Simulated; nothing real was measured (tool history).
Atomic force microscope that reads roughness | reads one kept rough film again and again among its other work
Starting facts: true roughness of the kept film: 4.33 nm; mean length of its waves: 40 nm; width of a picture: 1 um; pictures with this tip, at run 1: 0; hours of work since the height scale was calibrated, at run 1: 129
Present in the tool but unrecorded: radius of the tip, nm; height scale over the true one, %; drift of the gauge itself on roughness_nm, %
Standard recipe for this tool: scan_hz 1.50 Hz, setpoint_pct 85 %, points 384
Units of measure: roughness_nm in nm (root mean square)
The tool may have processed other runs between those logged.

run,day,scan_hz,setpoint_pct,points,pictures with this tip,hours of work since the height scale was calibrated,roughness_nm
1,0.000,1.50,85,384,0,129,3.180
2,0.725,1.50,85,384,36,141,3.042
3,1.408,1.50,85,384,70,151,2.949
4,2.700,0.59,85,384,135,172,3.095
5,3.379,0.59,85,384,169,182,2.967
6,4.550,0.59,85,384,228,201,2.837
7,5.154,0.59,74,384,258,210,2.828
# day 5.950: new tip fitted
8,6.354,0.59,74,384,20,229,3.602
9,7.600,0.59,74,384,82,248,3.348
10,8.904,0.59,74,384,148,269,3.127
11,9.592,1.50,67,384,182,280,2.948
12,10.625,1.50,67,384,234,296,2.801
13,11.846,1.50,85,384,295,315,2.356
# day 11.971: new tip fitted
14,12.533,1.50,85,384,28,325,3.062
15,13.125,1.50,85,384,58,335,2.969
16,13.808,1.50,85,474,92,345,2.901
17,15.121,1.50,85,474,158,366,2.661
18,15.729,1.50,85,384,188,376,2.604
19,16.521,1.50,85,391,228,388,2.501
20,17.638,1.50,85,391,284,406,2.380
# day 17.921: new tip fitted
21,18.217,1.50,85,391,15,414,3.076
22,19.021,1.50,85,391,55,427,2.964
23,20.179,1.57,85,384,113,445,2.759
24,21.325,1.57,61,384,170,463,3.030
25,22.425,1.50,85,300,225,480,2.492
# day 22.546: height scale calibrated on a step standard
26,23.588,1.50,85,300,282,16,2.339
# day 24.000: new tip fitted
27,24.667,1.50,85,635,34,33,3.035
# day 24.975: height scale calibrated on a step standard, once more
28,25.988,0.91,85,466,98,16,3.036
29,26.558,2.17,56,458,126,25,3.177
30,27.562,2.17,56,458,176,41,3.046
31,28.521,2.17,56,458,224,56,2.899
32,29.658,1.85,71,986,281,74,2.557
# day 30.083: new tip fitted
33,30.458,2.33,80,384,19,86,2.982
34,31.675,2.33,80,384,80,105,2.798
35,32.683,1.14,90,851,131,121,2.792
36,33.771,1.21,81,459,185,138,2.780
37,34.688,1.21,81,459,231,152,2.661
38,35.938,1.21,81,459,294,172,2.509
# day 36.042: new tip fitted
39,36.733,1.21,81,459,34,184,3.242
40,37.567,1.21,81,459,76,197,3.097
41,38.846,1.21,81,459,140,217,2.892
42,39.750,3.08,89,275,185,231,2.041
43,40.846,3.43,66,658,240,249,2.583
# day 42.008: new tip fitted
44,42.125,3.43,66,658,6,268,3.205
45,43.446,3.97,85,384,72,289,2.223
46,44.146,1.10,65,384,107,300,3.215
47,44.729,1.10,65,384,137,309,3.096
48,45.483,1.10,65,384,174,321,3.000
49,46.671,1.26,56,721,234,340,2.923

Here are 5 independent what-if runs from the current tool condition. What would each one return?
A,47.258,2.44,62,384,263,349,?
B,47.258,0.68,62,384,263,349,?
C,47.258,1.57,82,936,263,349,?
D,47.258,1.79,63,349,263,349,?
E,47.258,0.64,59,986,263,349,?

run,roughness_nm
A,2.687
B,2.885
C,2.454
D,2.749
E,2.899
What these runs would have given with no unlogged condition in the tool:
run,roughness_nm
A,3.534
B,3.796
C,3.228
D,3.619
E,3.813
